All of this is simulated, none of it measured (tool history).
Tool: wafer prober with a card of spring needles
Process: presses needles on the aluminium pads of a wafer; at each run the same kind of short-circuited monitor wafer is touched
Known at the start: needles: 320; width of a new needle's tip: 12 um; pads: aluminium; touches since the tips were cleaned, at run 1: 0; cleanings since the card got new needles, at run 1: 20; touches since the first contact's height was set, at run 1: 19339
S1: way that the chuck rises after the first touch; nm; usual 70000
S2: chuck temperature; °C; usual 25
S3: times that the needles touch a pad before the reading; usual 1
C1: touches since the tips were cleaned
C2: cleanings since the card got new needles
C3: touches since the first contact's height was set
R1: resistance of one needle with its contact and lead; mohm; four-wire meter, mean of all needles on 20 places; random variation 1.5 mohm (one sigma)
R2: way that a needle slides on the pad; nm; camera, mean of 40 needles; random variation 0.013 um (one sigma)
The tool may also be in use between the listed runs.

| run | hour | S1 | S2 | S3 | C1 | C2 | C3 | R1 | R2 |
|---|---|---|---|---|---|---|---|---|---|
| 1 | 0.0 | 70000 | 25 | 1 | 0 | 20 | 19339 | 245 | 19460 |
| 2 | 11.2 | 70000 | 25 | 1 | 6267 | 20 | 25606 | 262 | 19450 |
|  | 14.4 | tips cleaned on abrasive film |
| 3 | 27.8 | 70000 | 25 | 1 | 7504 | 21 | 34813 | 258 | 19440 |
|  | 30.0 | tips cleaned on abrasive film |
|  | 44.5 | tips cleaned on abrasive film |
| 4 | 47.5 | 70000 | 25 | 1 | 1697 | 23 | 45696 | 256 | 19380 |
|  | 59.4 | tips cleaned on abrasive film |
| 5 | 59.4 | 70000 | 25 | 1 | 0 | 24 | 52255 | 247 | 19410 |
|  | 75.0 | tips cleaned on abrasive film |
| 6 | 76.5 | 70000 | 25 | 1 | 829 | 25 | 61741 | 252 | 19360 |
|  | 90.0 | tips cleaned on abrasive film |
| 7 | 97.0 | 70000 | 25 | 1 | 3946 | 26 | 73153 | 260 | 19360 |
|  | 105.3 | tips cleaned on abrasive film |
|  | 106.8 | height of the first contact set anew |
| 8 | 109.4 | 70000 | 25 | 1 | 2098 | 27 | 1439 | 257 | 19490 |
|  | 121.0 | tips cleaned on abrasive film |
| 9 | 126.8 | 56000 | 25 | 1 | 3203 | 28 | 11074 | 261 | 15560 |
|  | 135.5 | tips cleaned on abrasive film |
| 10 | 141.2 | 56000 | 25 | 1 | 3156 | 29 | 19068 | 263 | 15560 |
|  | 150.8 | tips cleaned on abrasive film |
| 11 | 160.2 | 70000 | 25 | 1 | 5237 | 30 | 29600 | 261 | 19410 |
|  | 165.6 | tips cleaned on abrasive film |
| 12 | 177.1 | 70000 | 79 | 1 | 6422 | 31 | 39019 | 273 | 19410 |
|  | 181.8 | tips cleaned on abrasive film |
| 13 | 190.2 | 70000 | 79 | 1 | 4716 | 32 | 46261 | 273 | 19410 |
|  | 196.2 | tips cleaned on abrasive film |
|  | 211.2 | tips cleaned on abrasive film |
| 14 | 211.4 | 70000 | 79 | 1 | 124 | 34 | 57986 | 265 | 19370 |
| 15 | 224.4 | 70000 | 79 | 1 | 7378 | 34 | 65240 | 274 | 19370 |
|  | 226.4 | tips cleaned on abrasive film |
|  | 240.6 | tips cleaned on abrasive film |
| 16 | 244.5 | 70000 | 79 | 1 | 2157 | 36 | 76325 | 267 | 19320 |
|  | 249.5 | height of the first contact set anew |
|  | 256.1 | tips cleaned on abrasive film |
| 17 | 261.9 | 57000 | 77 | 2 | 3268 | 37 | 6861 | 271 | 15840 |
|  | 271.9 | tips cleaned on abrasive film |
| 18 | 274.0 | 68000 | 47 | 3 | 1181 | 38 | 13531 | 255 | 18900 |
|  | 286.0 | tips cleaned on abrasive film |
| 19 | 286.6 | 68000 | 47 | 3 | 340 | 39 | 20548 | 253 | 18860 |
|  | 300.1 | tips cleaned on abrasive film |
| 20 | 310.3 | 68000 | 47 | 3 | 5678 | 40 | 33679 | 258 | 18870 |
|  | 314.3 | tips cleaned on abrasive film |
| 21 | 325.7 | 68000 | 47 | 3 | 6359 | 41 | 42223 | 258 | 18820 |
|  | 329.3 | tips cleaned on abrasive film |
|  | 343.8 | tips cleaned on abrasive film |
| 22 | 344.1 | 70000 | 25 | 2 | 167 | 43 | 52386 | 247 | 19360 |
| 23 | 353.8 | 70000 | 63 | 2 | 5603 | 43 | 57822 | 266 | 19370 |
|  | 357.9 | tips cleaned on abrasive film |
| 24 | 371.4 | 70000 | 63 | 2 | 7519 | 44 | 67577 | 267 | 19360 |
|  | 373.5 | tips cleaned on abrasive film |
|  | 387.7 | tips cleaned on abrasive film |
|  | 391.2 | height of the first contact set anew |
| 25 | 391.8 | 76000 | 45 | 3 | 2147 | 46 | 355 | 254 | 21150 |
|  | 402.6 | tips cleaned on abrasive film |
| 26 | 415.7 | 76000 | 45 | 3 | 7300 | 47 | 13592 | 256 | 21130 |
|  | 416.9 | tips cleaned on abrasive film |
|  | 431.1 | tips cleaned on abrasive film |
| 27 | 438.5 | 74000 | 25 | 2 | 4122 | 49 | 26208 | 252 | 20530 |
|  | 445.7 | tips cleaned on abrasive film |
| 28 | 458.2 | 74000 | 25 | 2 | 6979 | 50 | 37173 | 253 | 20510 |
|  | 459.7 | tips cleaned on abrasive film |
| 29 | 469.2 | 70000 | 83 | 2 | 5329 | 51 | 43254 | 269 | 19420 |
|  | 474.1 | tips cleaned on abrasive film |
| 30 | 481.9 | 70000 | 83 | 2 | 4347 | 52 | 50247 | 268 | 19390 |
|  | 488.4 | tips cleaned on abrasive film |
| 31 | 494.9 | 85000 | 64 | 3 | 3661 | 53 | 57481 | 257 | 23550 |

3 ways to go on from here, each from the tool as it stands after run 31. What would each give?
|  | 503.2 | tips cleaned on abrasive film |
| A | 512.8 | 60000 | 38 | 1 | 5349 | 54 | 67379 | ? | ? |
|  | 503.2 | tips cleaned on abrasive film |
| B | 512.8 | 85000 | 26 | 1 | 5349 | 54 | 67379 | ? | ? |
|  | 503.2 | tips cleaned on abrasive film |
| C | 512.8 | 71000 | 64 | 1 | 5349 | 54 | 67379 | ? | ? |

| run | R1 | R2 |
|---|---|---|
| A | 265 | 16560 |
| B | 259 | 23530 |
| C | 270 | 19610 |
Without the tool's hidden state the same runs would have given:
| run | R1 | R2 |
|---|---|---|
| A | 250 | 16690 |
| B | 248 | 23660 |
| C | 258 | 19740 |

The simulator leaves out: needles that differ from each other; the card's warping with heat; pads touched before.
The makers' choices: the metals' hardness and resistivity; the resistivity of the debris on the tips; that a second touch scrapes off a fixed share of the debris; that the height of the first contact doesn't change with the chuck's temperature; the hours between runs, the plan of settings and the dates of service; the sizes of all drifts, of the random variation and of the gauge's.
